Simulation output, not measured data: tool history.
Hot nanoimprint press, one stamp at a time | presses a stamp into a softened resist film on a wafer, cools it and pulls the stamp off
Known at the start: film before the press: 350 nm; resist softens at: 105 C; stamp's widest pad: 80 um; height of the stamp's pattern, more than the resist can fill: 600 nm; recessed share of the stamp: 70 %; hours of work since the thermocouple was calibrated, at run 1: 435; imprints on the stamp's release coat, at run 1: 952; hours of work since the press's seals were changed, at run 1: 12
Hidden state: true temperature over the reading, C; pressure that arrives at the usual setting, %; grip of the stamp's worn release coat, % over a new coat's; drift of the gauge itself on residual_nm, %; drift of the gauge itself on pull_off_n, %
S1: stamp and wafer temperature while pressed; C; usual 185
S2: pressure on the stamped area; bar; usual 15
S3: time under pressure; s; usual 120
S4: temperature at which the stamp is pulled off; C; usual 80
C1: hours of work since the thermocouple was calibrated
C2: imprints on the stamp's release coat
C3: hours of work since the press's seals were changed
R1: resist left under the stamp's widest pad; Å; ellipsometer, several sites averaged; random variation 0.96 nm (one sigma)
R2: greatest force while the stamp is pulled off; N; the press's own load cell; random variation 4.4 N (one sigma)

run     day   S1    S2   S3  S4   C1    C2   C3    R1   R2
  1       0  185    15  120  80  435   952   12  1361  210
  2   1.546  177    15  120  80  459  1096   36  1819  210
  3   2.658  185    15  120  80  476  1199   54  1360  210
  4   4.117  185    15  120  80  499  1335   77  1379  209
      5.562  -- stamp cleaned and given a new release coat
  5   6.821  185    15  120  80  537   117  115  1376  216
  6   8.071  185    15  120  80  557   234  134  1377  211
     10.025  -- plate thermocouple calibrated
  7  10.275  185    15  120  80    4   427  166  1368  218
  8  12.246  185    15  120  80   35   611  197  1369  214
  9  14.096  185    15  120  80   63   784  226  1361  207
 10  16.362  185    15  120  80   99   995  261  1367  223
 11  18.946  185    15  120  80  139  1236  301  1372  222
     21.367  -- stamp cleaned and given a new release coat
 12  21.762  185    15  120  80  179    37  341  1374  208
 13    23.6  185  12.9  120  80  207   209  370  1487  208
 14  25.988  185  12.9  120  80  244   431  407  1478  216
 15  28.467  185  12.9  120  80  283   662  446  1477  211
 16  29.854  185  12.9  120  80  305   792  467  1491  206
 17  32.025  185  12.9  120  80  338   994  501  1471  214
 18  33.617  185  12.9  120  80  363  1142  526  1485  220
 19  35.025  185  21.8  213  80  385  1274  548   910  218
 20  36.696  185  18.6  213  80  411  1429  574   978  216
     37.167  -- stamp cleaned and given a new release coat
 21  38.996  185  18.6  213  80  443   170  606   983  204
 22  41.054  178  18.6  213  80  475   363  638  1282  209
 23  42.662  184   9.6  130  75  500   512  663  1736  235
 24  44.738  184   9.6  130  75  532   706  695  1720  234
 25  46.021  173    15  120  80  552   826  715  2090  206
 26  47.183  188    15  120  87  570   934  733  1247  177
     48.204  -- plate thermocouple calibrated
 27  48.525  188  14.2  193  87    5  1048  752  1069  175
 28  49.925  188  14.2  193  87   27  1178  774  1069  171
 29  51.412  185    15  109  68   50  1317  797  1402  279
     53.054  -- stamp cleaned and given a new release coat
 30  53.212  185    15  133  67   74    15  821  1314  284
 31  54.904  191    15  133  67  100   173  847  1071  283

How the hidden state differs across the entries between the runs, from the last listed run before each to the first after it:
Between runs 4 and 5: stamp cleaned and given a new release coat (day 5.562)
  pressure that arrives at the usual setting, %: 99.98 -> 99.97; grip of the stamp's worn release coat, % over a new coat's: 0.7 -> 0.1
Between runs 6 and 7: plate thermocouple calibrated (day 10.025)
  true temperature over the reading, C: -0.06 -> -0.01; pressure that arrives at the usual setting, %: 99.97 -> 99.96; grip of the stamp's worn release coat, % over a new coat's: 0.1 -> 0.2
Between runs 11 and 12: stamp cleaned and given a new release coat (day 21.367)
  true temperature over the reading, C: -0.02 -> -0.03; pressure that arrives at the usual setting, %: 99.93 -> 99.92; grip of the stamp's worn release coat, % over a new coat's: 0.6 -> 0
Between runs 20 and 21: stamp cleaned and given a new release coat (day 37.167)
  pressure that arrives at the usual setting, %: 99.86 -> 99.85; grip of the stamp's worn release coat, % over a new coat's: 0.7 -> 0.1
Between runs 26 and 27: plate thermocouple calibrated (day 48.204)
  true temperature over the reading, C: -0.08 -> 0
Between runs 29 and 30: stamp cleaned and given a new release coat (day 53.054)
  pressure that arrives at the usual setting, %: 99.81 -> 99.8; grip of the stamp's worn release coat, % over a new coat's: 0.7 -> 0

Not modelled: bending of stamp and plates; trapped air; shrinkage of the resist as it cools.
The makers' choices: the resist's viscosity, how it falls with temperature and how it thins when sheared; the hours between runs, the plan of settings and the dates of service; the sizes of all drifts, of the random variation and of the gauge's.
